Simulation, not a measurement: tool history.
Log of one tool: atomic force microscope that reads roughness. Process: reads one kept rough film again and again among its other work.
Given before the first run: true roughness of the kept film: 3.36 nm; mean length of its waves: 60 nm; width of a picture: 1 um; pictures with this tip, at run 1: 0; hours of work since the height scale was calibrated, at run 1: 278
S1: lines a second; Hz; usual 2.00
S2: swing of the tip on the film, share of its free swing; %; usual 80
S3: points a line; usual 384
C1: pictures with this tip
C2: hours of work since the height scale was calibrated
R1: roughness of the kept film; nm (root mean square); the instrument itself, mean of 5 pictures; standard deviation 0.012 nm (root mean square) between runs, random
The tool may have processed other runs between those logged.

run,day,S1,S2,S3,C1,C2,R1
1,0.000,2.00,80,384,0,278,2.789
2,2.404,2.00,80,384,72,317,2.735
3,4.583,2.00,80,384,137,353,2.682
4,5.750,2.00,80,380,171,372,2.665
5,8.083,2.01,80,384,241,410,2.614
6,9.446,2.01,80,384,282,432,2.587
7,10.667,2.00,80,287,318,452,2.552
8,12.521,2.00,80,287,373,482,2.517
# day 12.962: new tip fitted
9,14.779,2.00,80,516,54,519,2.744
10,17.092,2.00,85,516,123,557,2.565
# day 17.317: height scale calibrated on a step standard
11,18.467,2.00,85,516,163,19,2.558
12,20.121,2.00,85,516,212,46,2.500
13,21.400,2.00,85,516,250,67,2.480
14,23.375,2.00,85,516,309,99,2.448
# day 24.004: height scale calibrated on a step standard, once more
15,24.604,2.00,61,516,345,10,2.790
# day 26.062: new tip fitted
16,26.742,2.00,80,384,21,44,2.782
17,28.200,2.00,80,384,64,68,2.750
18,29.738,2.00,80,384,110,93,2.700
19,31.196,2.00,80,384,153,117,2.670
20,33.567,2.00,80,384,224,156,2.613
21,35.658,3.04,82,306,286,190,2.335
22,37.429,2.00,62,951,339,219,2.797
# day 39.021: new tip fitted
23,39.304,2.00,62,951,9,249,3.049
24,41.146,0.50,67,770,63,279,3.110
25,43.033,0.50,67,770,120,310,3.053
26,45.192,0.54,80,938,184,345,2.938
27,46.742,0.54,80,938,230,371,2.908
28,48.712,0.54,80,938,289,403,2.829
29,49.879,0.54,80,938,324,422,2.825
30,50.892,1.36,85,295,354,438,2.576
# day 52.175: new tip fitted
31,52.508,1.36,85,295,10,464,2.807
32,54.325,1.21,59,1015,64,494,3.067
33,55.433,1.21,59,1015,97,512,3.029
34,56.858,3.21,59,1015,139,535,2.888
35,59.375,1.63,69,779,214,577,2.806
36,61.075,1.63,69,678,265,604,2.772
37,62.846,1.63,69,678,318,633,2.754
38,64.788,1.63,69,936,376,665,2.718

How would selected steps in R1 from run to run divide? Give the signed amount a tool lacking its hidden state would still show from settings, what came in and random variation, and the signed amount left for the hidden state, including any gauge scatter that is not in both of the compared results.
The tool's hidden condition here consists of: radius of the tip, nm; height scale over the true one, %; drift of the gauge itself on roughness_nm, %.
Run 14 -> 15: S2 85 -> 61, height scale calibrated on a step standard, once more. R1 +0.342 nm (root mean square): hidden state -0.028, all else +0.370.
Run 15 -> 16: S2 61 -> 80, S3 516 -> 384, new tip fitted. R1 -0.008 nm (root mean square): hidden state +0.246, all else -0.254.
Run 20 -> 21: S1 2.00 -> 3.04, S2 80 -> 82, S3 384 -> 306. R1 -0.278 nm (root mean square): hidden state -0.022, all else -0.256.
Run 21 -> 22: S1 3.04 -> 2.00, S2 82 -> 62, S3 306 -> 951. R1 +0.462 nm (root mean square): hidden state -0.080, all else +0.542.
Run 22 -> 23: new tip fitted. R1 +0.252 nm (root mean square): hidden state +0.248, all else +0.004.
Run 30 -> 31: new tip fitted. R1 +0.231 nm (root mean square): hidden state +0.240, all else -0.009.
